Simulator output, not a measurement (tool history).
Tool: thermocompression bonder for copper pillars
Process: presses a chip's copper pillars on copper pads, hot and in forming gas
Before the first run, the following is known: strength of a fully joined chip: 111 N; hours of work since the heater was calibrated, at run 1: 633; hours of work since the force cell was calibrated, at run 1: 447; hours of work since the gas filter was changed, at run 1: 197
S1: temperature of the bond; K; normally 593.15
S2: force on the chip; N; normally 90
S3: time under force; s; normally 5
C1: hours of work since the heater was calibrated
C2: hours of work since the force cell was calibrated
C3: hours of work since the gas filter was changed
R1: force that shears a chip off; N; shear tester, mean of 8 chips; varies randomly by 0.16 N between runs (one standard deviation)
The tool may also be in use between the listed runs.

run,day,S1,S2,S3,C1,C2,C3,R1
1,0,593.15,90,5,633,447,197,46.2
2,2.679,593.15,90,5,680,494,244,45.9
3,5.496,593.15,90,5,730,544,294,45.8
4,7.05,593.15,91,5,757,571,321,45.9
# day 8.104: forming gas filter changed
5,9.675,593.15,90,5,803,617,28,45.7
6,12.771,593.15,90,5,857,671,82,45.6
7,15.95,593.15,90,5,913,727,138,46
8,17.529,598.15,90,5,940,755,166,48.4
9,19.108,598.15,90,5,968,782,193,48.4
10,21.312,598.15,90,5,1007,821,232,48.8
11,23.329,593.15,90,5,1042,856,267,46
12,25.904,593.15,90,5,1088,902,313,45.9
# day 27.446: forming gas filter changed
13,29.204,593.15,90,5,1145,959,31,46.1
14,31.962,593.15,90,5,1194,1008,79,46.1
15,33.908,605.15,117,10,1228,1042,114,74.1
# day 36.533: heater calibrated with a thermocouple chip
16,37.508,583.15,111,10,17,1104,175,58.6
17,41.05,585.15,72,8,79,1166,237,43.6
18,43.883,585.15,72,8,129,1216,287,44.1
19,45.338,576.15,106,4,155,1241,313,37.5
# day 46.817: forming gas filter changed
20,46.817,576.15,106,4,180,1267,0,37.7
21,49.792,576.15,106,4,232,1319,52,37.5
22,51.775,576.15,106,4,267,1354,87,37.5
23,54.617,569.15,90,14,317,1404,137,51.2

Forecast each of these 4 alternatives for the next run:
A,57.904,569.15,90,10,375,1461,195,?
B,57.904,596.15,90,14,375,1461,195,?
C,57.904,580.15,78,5,375,1461,195,?
D,57.904,569.15,90,5,375,1461,195,?

run,R1
A,44.8
B,67.4
C,36.1
D,33.9
With the hidden condition removed and each run's random variation left untouched, the same runs would have given:
run,R1
A,44.8
B,67.4
C,36.1
D,33.9

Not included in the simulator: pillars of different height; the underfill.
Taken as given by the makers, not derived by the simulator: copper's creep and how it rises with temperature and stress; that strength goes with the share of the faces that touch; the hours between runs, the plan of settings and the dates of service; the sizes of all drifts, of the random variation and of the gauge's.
